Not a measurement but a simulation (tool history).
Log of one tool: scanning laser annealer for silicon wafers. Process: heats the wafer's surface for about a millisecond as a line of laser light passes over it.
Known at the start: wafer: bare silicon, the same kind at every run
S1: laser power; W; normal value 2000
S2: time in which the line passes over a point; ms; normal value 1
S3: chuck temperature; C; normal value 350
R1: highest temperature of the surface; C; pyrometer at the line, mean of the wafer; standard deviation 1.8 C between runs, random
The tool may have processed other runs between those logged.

Run 1, hour 0: usual settings. Result: R1 1066 C.
Run 2, hour 18.8: usual settings. Result: R1 1067 C.
Run 3, hour 52.2: usual settings. Result: R1 1067 C.
Run 4, hour 70.4: usual settings. Result: R1 1068 C.
Run 5, hour 95.9: usual settings but S2 0.72 ms. Result: R1 946 C.
Run 6, hour 116.4: usual settings but S2 0.72 ms. Result: R1 949 C.
Run 7, hour 146.1: usual settings but S1 1915 W, S2 0.72 ms. Result: R1 916 C.
Run 8, hour 178.4: usual settings but S1 1915 W, S2 0.72 ms. Result: R1 916 C.
Run 9, hour 200.5: usual settings but S2 0.99 ms. Result: R1 1064 C.
Run 10, hour 217.7: usual settings but S2 0.72 ms. Result: R1 948 C.
At hour 239.6: window over the wafer cleaned.
Run 11, hour 258.9: usual settings but S2 0.89 ms. Result: R1 1023 C.
Run 12, hour 292.2: usual settings but S2 0.89 ms. Result: R1 1023 C.

For run 13, what comes out?
Run 13, hour 329.1: usual settings but S2 0.89 ms. Result: R1 ?.

{"run 13": {"R1": 1021}}
With no hidden state in the tool, this same run would have given R1 1021 C.
